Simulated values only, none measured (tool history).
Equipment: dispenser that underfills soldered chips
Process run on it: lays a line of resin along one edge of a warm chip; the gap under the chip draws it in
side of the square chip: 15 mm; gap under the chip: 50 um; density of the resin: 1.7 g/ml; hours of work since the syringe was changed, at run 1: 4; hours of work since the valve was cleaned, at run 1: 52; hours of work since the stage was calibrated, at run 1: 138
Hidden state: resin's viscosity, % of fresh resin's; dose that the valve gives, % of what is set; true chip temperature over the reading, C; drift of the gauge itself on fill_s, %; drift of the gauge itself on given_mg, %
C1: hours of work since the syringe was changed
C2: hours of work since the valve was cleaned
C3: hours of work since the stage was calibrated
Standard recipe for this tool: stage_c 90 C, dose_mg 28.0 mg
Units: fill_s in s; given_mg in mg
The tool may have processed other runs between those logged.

Run 1, hour 0.0: usual settings; C1 4; C2 52; C3 138. Result: fill_s 84.5 s, given_mg 26.78 mg.
Run 2, hour 4.9: usual settings but stage_c 83 C; C1 7; C2 55; C3 141. Result: fill_s 130.7 s, given_mg 26.80 mg.
At hour 6.8: new syringe of resin.
Run 3, hour 10.1: usual settings but dose_mg 31.9 mg; C1 2; C2 58; C3 144. Result: fill_s 75.2 s, given_mg 30.33 mg.
Run 4, hour 15.5: usual settings but dose_mg 31.9 mg; C1 5; C2 62; C3 148. Result: fill_s 89.2 s, given_mg 30.27 mg.
At hour 20.3: new syringe of resin.
Run 5, hour 21.4: usual settings but dose_mg 31.9 mg; C1 1; C2 65; C3 151. Result: fill_s 70.8 s, given_mg 30.33 mg.
Run 6, hour 27.1: usual settings but dose_mg 31.9 mg; C1 4; C2 69; C3 155. Result: fill_s 86.7 s, given_mg 30.27 mg.
At hour 33.7: new syringe of resin.
Run 7, hour 36.5: usual settings but stage_c 78 C; C1 2; C2 74; C3 161. Result: fill_s 125.0 s, given_mg 26.37 mg.
Run 8, hour 45.3: usual settings; C1 7; C2 80; C3 166. Result: fill_s 103.1 s, given_mg 26.28 mg.
At hour 46.9: new syringe of resin.
Run 9, hour 52.4: usual settings; C1 3; C2 84; C3 170. Result: fill_s 83.0 s, given_mg 26.25 mg.
Run 10, hour 58.9: usual settings; C1 7; C2 88; C3 174. Result: fill_s 101.8 s, given_mg 26.21 mg.
At hour 60.2: new syringe of resin.
Run 11, hour 65.2: usual settings; C1 3; C2 92; C3 178. Result: fill_s 79.0 s, given_mg 26.03 mg.
Run 12, hour 70.8: usual settings; C1 7; C2 95; C3 182. Result: fill_s 96.6 s, given_mg 25.98 mg.
At hour 73.3: new syringe of resin.
Run 13, hour 80.6: usual settings; C1 5; C2 101; C3 187. Result: fill_s 87.6 s, given_mg 25.74 mg.
At hour 86.6: new syringe of resin.
Run 14, hour 87.7: usual settings but dose_mg 25.8 mg; C1 1; C2 106; C3 192. Result: fill_s 71.5 s, given_mg 23.43 mg.
Run 15, hour 94.0: usual settings but dose_mg 25.8 mg; C1 5; C2 109; C3 196. Result: fill_s 89.3 s, given_mg 23.49 mg.
At hour 100.3: new syringe of resin.
Run 16, hour 101.0: usual settings but dose_mg 25.8 mg; C1 0; C2 114; C3 200. Result: fill_s 71.2 s, given_mg 23.46 mg.
Run 17, hour 106.9: usual settings; C1 4; C2 117; C3 203. Result: fill_s 86.1 s, given_mg 25.45 mg.
Run 18, hour 113.0: usual settings but dose_mg 30.5 mg; C1 8; C2 121; C3 207. Result: fill_s 102.2 s, given_mg 27.53 mg.
At hour 113.9: new syringe of resin.
Run 19, hour 119.5: usual settings but stage_c 103 C, dose_mg 33.7 mg; C1 3; C2 125; C3 211. Result: fill_s 48.0 s, given_mg 30.27 mg.
Run 20, hour 124.9: usual settings but stage_c 100 C, dose_mg 25.8 mg; C1 7; C2 128; C3 215. Result: fill_s 68.2 s, given_mg 23.22 mg.
At hour 127.4: new syringe of resin.
Run 21, hour 129.3: usual settings but stage_c 80 C, dose_mg 27.8 mg; C1 1; C2 131; C3 217. Result: fill_s 111.8 s, given_mg 25.05 mg.
At hour 135.2: dispensing valve cleaned and set on the balance.
Run 22, hour 135.8: usual settings but stage_c 99 C, dose_mg 27.8 mg; C1 5; C2 0; C3 221. Result: fill_s 59.7 s, given_mg 27.93 mg.
Run 23, hour 140.3: usual settings but stage_c 99 C, dose_mg 27.8 mg; C1 7; C2 3; C3 223. Result: fill_s 70.0 s, given_mg 27.75 mg.
At hour 141.9: new syringe of resin.
Run 24, hour 146.8: usual settings but stage_c 84 C, dose_mg 29.4 mg; C1 3; C2 7; C3 227. Result: fill_s 99.6 s, given_mg 29.12 mg.
Run 25, hour 152.2: usual settings but stage_c 102 C, dose_mg 30.3 mg; C1 6; C2 10; C3 231. Result: fill_s 59.0 s, given_mg 30.14 mg.
At hour 155.4: new syringe of resin.
Run 26, hour 157.3: usual settings but stage_c 78 C, dose_mg 32.2 mg; C1 1; C2 13; C3 234. Result: fill_s 112.3 s, given_mg 31.84 mg.
Run 27, hour 162.0: usual settings but stage_c 76 C, dose_mg 33.5 mg; C1 4; C2 16; C3 237. Result: fill_s 147.7 s, given_mg 33.31 mg.
At hour 169.0: new syringe of resin.
Run 28, hour 171.4: usual settings but stage_c 83 C, dose_mg 34.0 mg; C1 1; C2 22; C3 242. Result: fill_s 91.8 s, given_mg 33.27 mg.
Run 29, hour 181.1: usual settings but stage_c 83 C, dose_mg 34.0 mg; C1 8; C2 28; C3 248. Result: fill_s 124.5 s, given_mg 33.23 mg.
At hour 182.8: new syringe of resin.
Run 30, hour 186.6: usual settings but stage_c 77 C, dose_mg 26.5 mg; C1 2; C2 31; C3 252. Result: fill_s 126.5 s, given_mg 25.77 mg.
Run 31, hour 193.0: usual settings but stage_c 98 C, dose_mg 26.3 mg; C1 6; C2 35; C3 255. Result: fill_s 70.8 s, given_mg 25.45 mg.
At hour 196.0: new syringe of resin.
Run 32, hour 202.6: usual settings but stage_c 77 C, dose_mg 31.7 mg; C1 4; C2 41; C3 261. Result: fill_s 134.5 s, given_mg 30.61 mg.
At hour 209.2: new syringe of resin.
Run 33, hour 209.2: usual settings but dose_mg 29.3 mg; C1 0; C2 45; C3 265. Result: fill_s 66.2 s, given_mg 28.07 mg.
Run 34, hour 215.5: usual settings but stage_c 93 C, dose_mg 30.2 mg; C1 4; C2 49; C3 269. Result: fill_s 71.4 s, given_mg 29.02 mg.
At hour 222.9: new syringe of resin.
Run 35, hour 223.4: usual settings but stage_c 85 C, dose_mg 31.3 mg; C1 0; C2 54; C3 274. Result: fill_s 81.9 s, given_mg 30.08 mg.

Per-run results on a tool with no hidden state, each run keeping its own random variation:
run  fill_s  given_mg
  1    69.8     27.89
  2    92.2     27.99
  3    69.5     31.76
  4    69.1     31.79
  5    69.6     31.96
  6    70.8     31.98
  7   116.5     27.99
  8    72.1     28.04
  9    71.3     28.10
 10    70.8     28.15
 11    69.5     28.04
 12    70.9     28.07
 13    71.1     27.96
 14    71.1     25.55
 15    72.5     25.70
 16    70.9     25.76
 17    71.1     28.04
 18    69.5     30.44
 19    42.2     33.58
 20    49.2     25.84
 21   108.3     27.95
 22    49.2     27.88
 23    49.9     27.76
 24    90.0     29.21
 25    44.5     30.32
 26   110.3     32.10
 27   124.7     33.67
 28    91.6     33.79
 29    90.5     33.91
 30   119.1     26.36
 31    53.7     26.13
 32   117.8     31.56
 33    70.9     29.03
 34    62.2     30.11
 35    85.6     31.34
